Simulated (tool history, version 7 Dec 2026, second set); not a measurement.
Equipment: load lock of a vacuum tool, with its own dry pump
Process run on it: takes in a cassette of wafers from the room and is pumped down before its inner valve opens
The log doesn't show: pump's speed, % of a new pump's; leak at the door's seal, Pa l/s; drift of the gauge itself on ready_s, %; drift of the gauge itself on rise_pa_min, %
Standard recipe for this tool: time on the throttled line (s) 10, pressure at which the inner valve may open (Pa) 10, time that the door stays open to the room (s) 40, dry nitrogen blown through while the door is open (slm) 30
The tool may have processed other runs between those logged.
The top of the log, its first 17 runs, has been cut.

| run | hour | time on the throttled line (s) | pressure at which the inner valve may open (Pa) | time that the door stays open to the room (s) | dry nitrogen blown through while the door is open (slm) | hours that the pump has run since its overhaul | times that the door has closed on its seal | incoming humidity of the room's air, % | time from the closed door until the inner valve may open (s) | rise of the pressure with all valves shut (Pa/min) |
|---|---|---|---|---|---|---|---|---|---|---|
| 18 | 1521.2 | 10 | 10 | 40 | 30 | 3394 | 9845 | 39.5 | 18.3 | 0.029 |
| 19 | 1647.1 | 10 | 10 | 223 | 18 | 3520 | 10058 | 44.1 | 17.7 | 0.093 |
| 20 | 1721.4 | 10 | 10 | 223 | 18 | 3595 | 10184 | 45.5 | 17.8 | 0.092 |
| 21 | 1820.7 | 10 | 10 | 223 | 18 | 3694 | 10352 | 46.2 | 17.3 | 0.091 |
| 22 | 1916.3 | 10 | 10 | 223 | 18 | 3789 | 10514 | 40.4 | 18 | 0.086 |
| 23 | 1991.9 | 11 | 20 | 165 | 18 | 3865 | 10642 | 44.1 | 18.4 | 0.079 |
| 24 | 2062.4 | 11 | 20 | 165 | 18 | 3936 | 10762 | 41.9 | 18.5 | 0.077 |
| 25 | 2170.2 | 11 | 20 | 165 | 18 | 4043 | 10944 | 44.1 | 18.7 | 0.076 |
| 26 | 2252.3 | 6 | 13 | 33 | 6 | 4125 | 11083 | 43.1 | 15.1 | 0.055 |
| 27 | 2343.5 | 6 | 19 | 40 | 30 | 4217 | 11238 | 47 | 14.7 | 0.031 |
| 28 | 2429.1 | 16 | 10 | 40 | 30 | 4302 | 11383 | 42.4 | 22.7 | 0.031 |
| 29 | 2542.9 | 10 | 10 | 62 | 30 | 4416 | 11576 | 47.5 | 18 | 0.038 |
| 30 | 2601.1 | 10 | 10 | 62 | 30 | 4474 | 11674 | 44.1 | 18.3 | 0.041 |
| 31 | 2724.5 | 12 | 12 | 40 | 30 | 4598 | 11883 | 45 | 19.5 | 0.032 |
| 32 | 2850.4 | 12 | 12 | 40 | 30 | 4724 | 12097 | 44.7 | 19 | 0.032 |
| 33 | 2968.7 | 12 | 12 | 40 | 30 | 4842 | 12297 | 47.1 | 19.1 | 0.033 |
| 34 | 3066.7 | 12 | 12 | 40 | 40 | 4940 | 12463 | 44.8 | 18.7 | 0.034 |
| 35 | 3154.5 | 10 | 10 | 28 | 30 | 5028 | 12612 | 46 | 18.3 | 0.032 |

What does the tool deliver on the next run?
| 36 | 3234.1 | 7 | 11 | 90 | 30 | 5107 | 12746 | 44.9 | ? | ? |

{"run 36": {"time from the closed door until the inner valve may open (s)": 15.8, "rise of the pressure with all valves shut (Pa/min)": 0.047}}
The same run, on a tool lacking any hidden state, would have yielded time from the closed door until the inner valve may open (s) 15.8, rise of the pressure with all valves shut (Pa/min) 0.046.
